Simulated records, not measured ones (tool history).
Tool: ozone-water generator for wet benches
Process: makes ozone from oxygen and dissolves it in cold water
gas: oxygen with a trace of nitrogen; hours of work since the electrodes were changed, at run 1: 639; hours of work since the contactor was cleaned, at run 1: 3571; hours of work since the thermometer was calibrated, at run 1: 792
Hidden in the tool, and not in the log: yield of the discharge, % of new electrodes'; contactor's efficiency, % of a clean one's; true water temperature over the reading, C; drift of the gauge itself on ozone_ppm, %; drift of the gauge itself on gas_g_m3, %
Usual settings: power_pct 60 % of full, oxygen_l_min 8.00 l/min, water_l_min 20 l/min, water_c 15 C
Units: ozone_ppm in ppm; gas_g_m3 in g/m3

run   hour  power_pct  oxygen_l_min  water_l_min  water_c  hours of work since the electrodes were changed  hours of work since the contactor was cleaned  hours of work since the thermometer was calibrated  ozone_ppm  gas_g_m3
  1    0.0         60          8.00           20       15                                              639                                           3571                                                 792       26.1     194.9
  2   15.1         60          8.00           20       15                                              650                                           3582                                                 803       26.3     196.4
  3   35.0         60          8.00           20       11                                              664                                           3596                                                 817       27.7     194.4
  4   58.9         52          8.00           20       11                                              682                                           3613                                                 834       24.5     173.4
  5   83.3         52          8.00           20       11                                              699                                           3631                                                 852       24.3     173.2
  6  111.4         41          8.00           20       11                                              719                                           3651                                                 872       20.0     139.2
  7  130.6         54          8.62           16        9                                              733                                           3665                                                 886       30.8     169.5
  8  160.8         54          8.62           16        9                                              755                                           3687                                                 908       30.4     170.2
  9  180.0         42          8.62           16        8                                              769                                           3701                                                 922       25.1     135.6
 10  208.6         62          8.08           24       12                                              790                                           3721                                                 942       24.3     197.8

Some steps in gas_g_m3 between neighbouring runs. How much of each would the tool show without its hidden state too (settings, what came in, random variation), and how much is left for the hidden state, with any gauge scatter that isn't in both results?
Run 9 -> 10: power_pct 42 -> 62, oxygen_l_min 8.62 -> 8.08, water_l_min 16 -> 24, water_c 8 -> 12. gas_g_m3 +62.2 g/m3: hidden state -0.8, all else +63.0.
